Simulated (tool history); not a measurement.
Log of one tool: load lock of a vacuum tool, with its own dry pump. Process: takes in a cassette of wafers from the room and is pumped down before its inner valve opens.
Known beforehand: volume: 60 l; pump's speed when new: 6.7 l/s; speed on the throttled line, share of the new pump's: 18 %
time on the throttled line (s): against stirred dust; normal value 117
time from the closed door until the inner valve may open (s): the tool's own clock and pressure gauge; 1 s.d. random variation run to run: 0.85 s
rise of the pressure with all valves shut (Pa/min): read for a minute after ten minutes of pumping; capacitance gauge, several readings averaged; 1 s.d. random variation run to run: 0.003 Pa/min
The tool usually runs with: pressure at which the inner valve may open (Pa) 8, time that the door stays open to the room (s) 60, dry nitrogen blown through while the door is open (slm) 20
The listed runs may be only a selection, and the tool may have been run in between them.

run    hour  time on the throttled line (s)  pressure at which the inner valve may open (Pa)  time that the door stays open to the room (s)  dry nitrogen blown through while the door is open (slm)  incoming humidity of the room's air, %  time from the closed door until the inner valve may open (s)  rise of the pressure with all valves shut (Pa/min)
  1       0                             117                                                8                                             60                                                       20                                    45.1                                                         192.2                                               0.041
  2   273.7                             117                                                8                                             60                                                       20                                    42.6                                                         192.8                                               0.042
  3   428.7                             117                                                8                                             60                                                       20                                    45.3                                                         194.2                                               0.045
  4   748.3                             117                                                8                                             60                                                       20                                    46.3                                                           194                                               0.048
  5   971.4                             110                                                8                                             60                                                       20                                    43.2                                                         188.7                                               0.049
  6  1142.7                             110                                                8                                             60                                                       20                                    46.4                                                         189.3                                               0.053
  7  1279.4                             117                                                8                                             60                                                       15                                    44.9                                                         193.8                                                0.05
  8  1563.8                             117                                                8                                             60                                                       15                                    45.3                                                         194.3                                               0.055
  9  1816.2                             117                                                8                                             60                                                       15                                    43.6                                                         194.2                                               0.055
 10  1954.4                             117                                                8                                             60                                                       20                                    47.5                                                         195.8                                               0.054
 11  2115.1                             117                                                8                                             60                                                       20                                    42.9                                                         194.3                                               0.057
 12  2372.7                             117                                                8                                             60                                                       20                                    47.9                                                         196.3                                               0.051
 13  2692.9                             117                                                8                                             60                                                       20                                    49.6                                                         196.7                                               0.054
 14  2891.9                             117                                                8                                             60                                                       20                                      43                                                         198.2                                               0.054
 15    3156                             117                                                8                                             60                                                       20                                    45.8                                                         195.7                                               0.056
 16  3465.7                             117                                                8                                             60                                                       20                                    46.1                                                         195.4                                               0.054
 17  3615.8                             117                                                8                                             60                                                       20                                    42.3                                                         194.9                                               0.057
 18  3773.8                             117                                                8                                             60                                                       20                                    47.6                                                         195.9                                                0.06
 19  3953.8                             117                                                8                                             25                                                        4                                    47.2                                                         196.5                                               0.072
 20  4085.5                             166                                                8                                             25                                                       36                                    47.2                                                         232.7                                               0.052
 21  4284.4                             145                                                9                                             73                                                       16                                    44.2                                                         215.9                                               0.068
 22  4566.9                             145                                                9                                             31                                                       16                                    43.1                                                         217.5                                               0.063
 23  4742.4                             178                                                9                                            198                                                        6                                    49.7                                                         241.8                                               0.107
 24  4883.4                             178                                                9                                            198                                                        6                                    45.4                                                         241.9                                               0.098
 25  5150.6                             178                                                7                                            215                                                        6                                      50                                                         247.9                                               0.114
     5479.9  -- dry pump taken out, an overhauled one fitted
 26  5479.9                             117                                               12                                             60                                                        5                                    44.2                                                           179                                               0.083
 27  5741.3                             117                                                7                                            213                                                       20                                    49.2                                                         185.4                                               0.087
 28  5942.8                             117                                                7                                            213                                                       20                                    44.9                                                         183.9                                               0.083
 29  6236.7                             117                                                7                                            213                                                       20                                    43.9                                                         183.7                                               0.083
 30  6419.2                             117                                                7                                            213                                                       20                                    46.1                                                         183.2                                               0.084
 31  6711.4                             117                                                7                                            213                                                       20                                    46.9                                                         184.5                                               0.093
 32  6899.8                              77                                                7                                            163                                                       39                                    47.2                                                         152.4                                               0.076
 33  7080.2                             186                                                9                                             31                                                        5                                    42.6                                                         235.7                                               0.083
 34  7286.9                             172                                               12                                             60                                                       18                                    43.6                                                           225                                               0.077
 35  7594.9                             172                                               12                                             60                                                       18                                      46                                                         222.7                                               0.081
 36  7763.1                             172                                               12                                             60                                                       18                                    46.1                                                         221.8                                               0.082

Forecast each of these 3 alternatives for the next run:
  A  7999.2                              96                                               15                                             33                                                       20                                    47.4                                                             ?                                                   ?
  B  7999.2                             122                                                8                                             35                                                       20                                    43.6                                                             ?                                                   ?
  C  7999.2                              77                                               12                                             73                                                       18                                    46.8                                                             ?                                                   ?

run  time from the closed door until the inner valve may open (s)  rise of the pressure with all valves shut (Pa/min)
  A                                                         160.6                                               0.077
  B                                                         187.6                                               0.078
  C                                                         146.3                                               0.077
The same runs, with their run-to-run variation unchanged, on a tool lacking any hidden condition would have given:
run  time from the closed door until the inner valve may open (s)  rise of the pressure with all valves shut (Pa/min)
  A                                                         158.8                                               0.014
  B                                                         185.8                                               0.015
  C                                                         144.3                                               0.015

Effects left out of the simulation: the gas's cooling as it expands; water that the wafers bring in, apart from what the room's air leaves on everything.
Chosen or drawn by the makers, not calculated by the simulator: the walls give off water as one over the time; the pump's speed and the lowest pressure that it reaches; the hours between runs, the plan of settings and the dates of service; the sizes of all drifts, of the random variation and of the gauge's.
